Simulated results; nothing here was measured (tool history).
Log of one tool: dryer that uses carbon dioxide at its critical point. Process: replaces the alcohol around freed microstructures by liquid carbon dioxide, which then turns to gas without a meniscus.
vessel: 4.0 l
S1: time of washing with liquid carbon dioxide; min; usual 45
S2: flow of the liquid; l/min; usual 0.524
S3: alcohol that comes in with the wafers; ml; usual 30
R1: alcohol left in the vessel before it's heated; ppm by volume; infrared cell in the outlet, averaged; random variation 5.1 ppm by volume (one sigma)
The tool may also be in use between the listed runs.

{"run": 1, "hour": 0.0, "S1": 45, "S2": 0.524, "S3": 30, "R1": 80}
{"run": 2, "hour": 10.6, "S1": 45, "S2": 0.524, "S3": 41, "R1": 121}
{"run": 3, "hour": 21.5, "S1": 66, "S2": 0.524, "S3": 30, "R1": 24}
{"run": 4, "hour": 30.6, "S1": 66, "S2": 0.524, "S3": 30, "R1": 26}
{"run": 5, "hour": 35.6, "S1": 45, "S2": 0.67, "S3": 30, "R1": 38}
{"hour": 41.7, "done": "inlet filter changed"}
{"run": 6, "hour": 45.7, "S1": 36, "S2": 0.67, "S3": 30, "R1": 84}
{"run": 7, "hour": 55.8, "S1": 45, "S2": 0.524, "S3": 30, "R1": 85}
{"run": 8, "hour": 63.9, "S1": 45, "S2": 0.524, "S3": 30, "R1": 90}
{"run": 9, "hour": 70.7, "S1": 45, "S2": 0.396, "S3": 30, "R1": 226}
{"run": 10, "hour": 75.2, "S1": 45, "S2": 0.396, "S3": 30, "R1": 230}
{"run": 11, "hour": 80.8, "S1": 45, "S2": 0.53, "S3": 30, "R1": 86}
{"run": 12, "hour": 91.3, "S1": 45, "S2": 0.53, "S3": 30, "R1": 93}
{"run": 13, "hour": 98.0, "S1": 45, "S2": 0.53, "S3": 30, "R1": 97}
{"run": 14, "hour": 103.8, "S1": 45, "S2": 0.53, "S3": 30, "R1": 104}
{"run": 15, "hour": 113.1, "S1": 40, "S2": 0.524, "S3": 30, "R1": 145}
{"run": 16, "hour": 123.7, "S1": 40, "S2": 0.524, "S3": 30, "R1": 164}
{"run": 17, "hour": 131.3, "S1": 40, "S2": 0.524, "S3": 30, "R1": 148}
{"run": 18, "hour": 137.9, "S1": 40, "S2": 0.847, "S3": 30, "R1": 52}
{"run": 19, "hour": 144.2, "S1": 30, "S2": 0.524, "S3": 45, "R1": 541}
{"run": 20, "hour": 151.9, "S1": 45, "S2": 0.524, "S3": 92, "R1": 259}
{"run": 21, "hour": 159.3, "S1": 45, "S2": 0.885, "S3": 20, "R1": 52}
{"run": 22, "hour": 167.1, "S1": 32, "S2": 0.885, "S3": 20, "R1": 64}
{"run": 23, "hour": 171.8, "S1": 34, "S2": 0.57, "S3": 104, "R1": 607}
{"run": 24, "hour": 181.2, "S1": 34, "S2": 0.767, "S3": 78, "R1": 172}
{"run": 25, "hour": 188.2, "S1": 45, "S2": 0.392, "S3": 63, "R1": 531}
{"run": 26, "hour": 196.3, "S1": 39, "S2": 0.599, "S3": 110, "R1": 332}

Forecast each of these 5 alternatives for the next run:
{"run": "A", "hour": 206.0, "S1": 39, "S2": 0.842, "S3": 96, "R1": "?"}
{"run": "B", "hour": 206.0, "S1": 63, "S2": 0.385, "S3": 47, "R1": "?"}
{"run": "C", "hour": 206.0, "S1": 29, "S2": 0.865, "S3": 30, "R1": "?"}
{"run": "D", "hour": 206.0, "S1": 33, "S2": 0.673, "S3": 97, "R1": "?"}
{"run": "E", "hour": 206.0, "S1": 36, "S2": 0.458, "S3": 28, "R1": "?"}

run=A R1=93
run=B R1=157
run=C R1=111
run=D R1=383
run=E R1=330
Without the tool's hidden state the same runs would have given:
run=A R1=33
run=B R1=90
run=C R1=50
run=D R1=285
run=E R1=248

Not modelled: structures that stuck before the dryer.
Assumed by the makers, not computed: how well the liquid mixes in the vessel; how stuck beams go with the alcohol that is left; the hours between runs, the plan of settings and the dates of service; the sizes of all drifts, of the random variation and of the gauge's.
